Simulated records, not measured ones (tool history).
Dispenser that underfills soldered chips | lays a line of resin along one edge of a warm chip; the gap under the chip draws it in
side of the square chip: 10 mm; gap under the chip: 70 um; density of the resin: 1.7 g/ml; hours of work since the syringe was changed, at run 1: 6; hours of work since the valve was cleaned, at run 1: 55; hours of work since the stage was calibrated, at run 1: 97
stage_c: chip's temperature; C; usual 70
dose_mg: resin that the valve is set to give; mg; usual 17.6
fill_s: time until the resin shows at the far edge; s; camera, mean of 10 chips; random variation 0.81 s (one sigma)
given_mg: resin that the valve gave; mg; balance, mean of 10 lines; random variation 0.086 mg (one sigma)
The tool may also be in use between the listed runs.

run   hour  stage_c  dose_mg  hours of work since the syringe was changed  hours of work since the valve was cleaned  hours of work since the stage was calibrated  fill_s  given_mg
  1      0       70     17.6                                            6                                         55                                            97    96.1     16.95
       0.7  -- new syringe of resin
  2    8.5       70     17.6                                            5                                         60                                           102    93.5     16.74
      10.6  -- new syringe of resin
  3   13.5       70     16.8                                            2                                         63                                           105    82.8     15.96
      20.1  -- new syringe of resin
  4   21.8       70     16.8                                            1                                         68                                           110    81.4     15.94
        30  -- new syringe of resin
  5   30.1       70     16.8                                            0                                         73                                           115    76.2     15.91
  6   36.3       70     16.8                                            4                                         77                                           119    92.5      15.8
      39.4  -- new syringe of resin
  7   41.9       70     17.6                                            2                                         80                                           122    80.6     16.48
  8   46.3       70     17.6                                            4                                         83                                           125    89.3     16.49
      48.8  -- new syringe of resin
  9   50.4       70     17.6                                            1                                         85                                           127    80.9     16.46
 10   54.7       70     17.6                                            4                                         88                                           130    91.9     16.51
      58.3  -- new syringe of resin
 11   60.2       70     17.6                                            1                                         91                                           133      82     16.42
 12   65.6       70     17.6                                            5                                         94                                           137    92.8     16.19
      68.1  -- new syringe of resin
 13   69.3       70     21.6                                            1                                         97                                           139    76.9     19.94
 14   74.2       70     21.6                                            4                                        100                                           142      87     19.89
      77.4  -- new syringe of resin
 15   81.8       70     21.6                                            3                                        104                                           146      86     19.65
      87.1  -- new syringe of resin
 16   89.8       70     21.6                                            2                                        109                                           151    79.2     19.65
      96.6  -- new syringe of resin
 17   97.6       70     18.3                                            1                                        114                                           156      80     16.69
 18  105.5       78     18.3                                            6                                        119                                           161    70.9     16.51
     106.4  -- new syringe of resin
 19  110.7       68     20.3                                            3                                        122                                           164    90.7     18.33
       116  -- new syringe of resin
 20  116.2       68     20.3                                            0                                        125                                           167    80.5     18.39
 21  119.9       77     20.9                                            2                                        127                                           169      62     18.64
     123.7  -- dispensing valve cleaned and set on the balance
 22  125.5       77     16.5                                            5                                          1                                           172    72.4     16.43
     126.5  -- new syringe of resin
 23  131.8       77     16.5                                            3                                          5                                           176      68     16.43
       136  -- new syringe of resin
 24  137.3       62     16.5                                            1                                          8                                           179   111.7     16.43
 25  144.2       66     19.9                                            5                                         12                                           184   109.8     19.66
     145.9  -- new syringe of resin
 26  148.2       73     21.5                                            1                                         15                                           186    70.7     21.29
 27  153.2       82     21.5                                            5                                         18                                           189    57.8     21.25
     155.2  -- new syringe of resin
 28    161       72     17.9                                            4                                         23                                           194    81.9     17.75
     164.7  -- new syringe of resin
 29  166.3       72     20.2                                            1                                         26                                           197    73.2     19.72
 30    173       70     16.8                                            5                                         30                                           201    97.2     16.43
     174.6  -- new syringe of resin
 31  181.4       70     16.8                                            4                                         35                                           206    92.2     16.43
     184.3  -- new syringe of resin
 32  186.3       70     16.8                                            1                                         38                                           209    83.1     16.32
     193.8  -- new syringe of resin
 33  194.8       69       17                                            1                                         43                                           214    80.8     16.51
 34  200.8       69       17                                            4                                         47                                           218    95.1     16.43

Hidden state at the last listed run before each entry between runs and at the first one after, where it differs:
Between runs 1 and 2: new syringe of resin (hour 0.7)
  resin's viscosity, % of fresh resin's: 126.5 -> 121.9; dose that the valve gives, % of what is set: 95.7 -> 95.32; true chip temperature over the reading, C: -0.23 -> -0.25
  measured less the result without the state, fill_s: +21.5 -> +18.1 s; given_mg: -0.77 -> -0.83 mg
Between runs 2 and 3: new syringe of resin (hour 10.6)
  resin's viscosity, % of fresh resin's: 121.9 -> 107.4; dose that the valve gives, % of what is set: 95.32 -> 95.09
  measured less the result without the state, fill_s: +18.1 -> +7.4 s; given_mg: -0.83 -> -0.82 mg
Between runs 3 and 4: new syringe of resin (hour 20.1)
  resin's viscosity, % of fresh resin's: 107.4 -> 105.3; dose that the valve gives, % of what is set: 95.09 -> 94.71; true chip temperature over the reading, C: -0.25 -> -0.26
  measured less the result without the state, fill_s: +7.4 -> +5.9 s; given_mg: -0.82 -> -0.88 mg
Between runs 4 and 5: new syringe of resin (hour 30)
  resin's viscosity, % of fresh resin's: 105.3 -> 100.6; dose that the valve gives, % of what is set: 94.71 -> 94.29; true chip temperature over the reading, C: -0.26 -> -0.28
  measured less the result without the state, fill_s: +5.9 -> +2.3 s; given_mg: -0.88 -> -0.96 mg
Between runs 6 and 7: new syringe of resin (hour 39.4)
  resin's viscosity, % of fresh resin's: 118.4 -> 105.6; dose that the valve gives, % of what is set: 93.98 -> 93.71
  measured less the result without the state, fill_s: +16.4 -> +6.2 s; given_mg: -1.01 -> -1.1 mg
Between runs 8 and 9: new syringe of resin (hour 48.8)
  resin's viscosity, % of fresh resin's: 118.4 -> 105.6; dose that the valve gives, % of what is set: 93.48 -> 93.3
  measured less the result without the state, fill_s: +15.8 -> +6.4 s; given_mg: -1.15 -> -1.18 mg
Between runs 10 and 11: new syringe of resin (hour 58.3)
  resin's viscosity, % of fresh resin's: 118.5 -> 104; dose that the valve gives, % of what is set: 93.09 -> 92.82; true chip temperature over the reading, C: -0.31 -> -0.32
  measured less the result without the state, fill_s: +16.5 -> +5.4 s; given_mg: -1.22 -> -1.27 mg
Between runs 12 and 13: new syringe of resin (hour 68.1)
  resin's viscosity, % of fresh resin's: 120.1 -> 102.1; dose that the valve gives, % of what is set: 92.55 -> 92.38
  measured less the result without the state, fill_s: +17.7 -> +3 s; given_mg: -1.3 -> -1.65 mg
Between runs 14 and 15: new syringe of resin (hour 77.4)
  resin's viscosity, % of fresh resin's: 116.2 -> 113.4; dose that the valve gives, % of what is set: 92.14 -> 91.76; true chip temperature over the reading, C: -0.34 -> -0.35
  measured less the result without the state, fill_s: +13.7 -> +11.7 s; given_mg: -1.7 -> -1.77 mg
Between runs 15 and 16: new syringe of resin (hour 87.1)
  resin's viscosity, % of fresh resin's: 113.4 -> 107.2; dose that the valve gives, % of what is set: 91.76 -> 91.36; true chip temperature over the reading, C: -0.35 -> -0.36
  measured less the result without the state, fill_s: +11.7 -> +6.9 s; given_mg: -1.77 -> -1.86 mg
Between runs 16 and 17: new syringe of resin (hour 96.6)
  resin's viscosity, % of fresh resin's: 107.2 -> 103.9; dose that the valve gives, % of what is set: 91.36 -> 90.98; true chip temperature over the reading, C: -0.36 -> -0.37
  measured less the result without the state, fill_s: +6.9 -> +5.5 s; given_mg: -1.86 -> -1.66 mg
Between runs 18 and 19: new syringe of resin (hour 106.4)
  resin's viscosity, % of fresh resin's: 127.9 -> 112.7; dose that the valve gives, % of what is set: 90.58 -> 90.32; true chip temperature over the reading, C: -0.38 -> -0.39
  measured less the result without the state, fill_s: +17.2 -> +12.4 s; given_mg: -1.72 -> -1.96 mg
Between runs 19 and 20: new syringe of resin (hour 116)
  resin's viscosity, % of fresh resin's: 112.7 -> 98.3; dose that the valve gives, % of what is set: 90.32 -> 90.08
  measured less the result without the state, fill_s: +12.4 -> +0.9 s; given_mg: -1.96 -> -2.03 mg
Between runs 21 and 22: dispensing valve cleaned and set on the balance (hour 123.7)
  resin's viscosity, % of fresh resin's: 108.5 -> 122.7; dose that the valve gives, % of what is set: 89.91 -> 99.91; true chip temperature over the reading, C: -0.4 -> -0.41
  measured less the result without the state, fill_s: +6.2 -> +14.2 s; given_mg: -2.09 -> -0.01 mg
Between runs 22 and 23: new syringe of resin (hour 126.5)
  resin's viscosity, % of fresh resin's: 122.7 -> 115.2; dose that the valve gives, % of what is set: 99.91 -> 99.59
  measured less the result without the state, fill_s: +14.2 -> +10 s; given_mg: -0.01 -> -0.06 mg
Between runs 23 and 24: new syringe of resin (hour 136)
  resin's viscosity, % of fresh resin's: 115.2 -> 104.7; dose that the valve gives, % of what is set: 99.59 -> 99.35; true chip temperature over the reading, C: -0.41 -> -0.42
  measured less the result without the state, fill_s: +10 -> +7.1 s; given_mg: -0.06 -> -0.1 mg
Between runs 25 and 26: new syringe of resin (hour 145.9)
  resin's viscosity, % of fresh resin's: 125.8 -> 107.4; dose that the valve gives, % of what is set: 99.03 -> 98.83; true chip temperature over the reading, C: -0.43 -> -0.44
  measured less the result without the state, fill_s: +24.3 -> +6.1 s; given_mg: -0.2 -> -0.25 mg
Between runs 27 and 28: new syringe of resin (hour 155.2)
  resin's viscosity, % of fresh resin's: 122.7 -> 116.5; dose that the valve gives, % of what is set: 98.58 -> 98.21; true chip temperature over the reading, C: -0.44 -> -0.45
  measured less the result without the state, fill_s: +11.5 -> +13 s; given_mg: -0.3 -> -0.32 mg
Between runs 28 and 29: new syringe of resin (hour 164.7)
  resin's viscosity, % of fresh resin's: 116.5 -> 105.4; dose that the valve gives, % of what is set: 98.21 -> 97.96; true chip temperature over the reading, C: -0.45 -> -0.46
  measured less the result without the state, fill_s: +13 -> +5.1 s; given_mg: -0.32 -> -0.41 mg
Between runs 30 and 31: new syringe of resin (hour 174.6)
  resin's viscosity, % of fresh resin's: 126 -> 119.3; dose that the valve gives, % of what is set: 97.63 -> 97.24; true chip temperature over the reading, C: -0.47 -> -0.48
  measured less the result without the state, fill_s: +22 -> +16.9 s; given_mg: -0.4 -> -0.47 mg
Between runs 31 and 32: new syringe of resin (hour 184.3)
  resin's viscosity, % of fresh resin's: 119.3 -> 105.6; dose that the valve gives, % of what is set: 97.24 -> 97.03; true chip temperature over the reading, C: -0.48 -> -0.49
  measured less the result without the state, fill_s: +16.9 -> +6.4 s; given_mg: -0.47 -> -0.49 mg
Between runs 32 and 33: new syringe of resin (hour 193.8)
  resin's viscosity, % of fresh resin's: 105.6 -> 102.8; dose that the valve gives, % of what is set: 97.03 -> 96.66; true chip temperature over the reading, C: -0.49 -> -0.5
  measured less the result without the state, fill_s: +6.4 -> +4.3 s; given_mg: -0.49 -> -0.57 mg
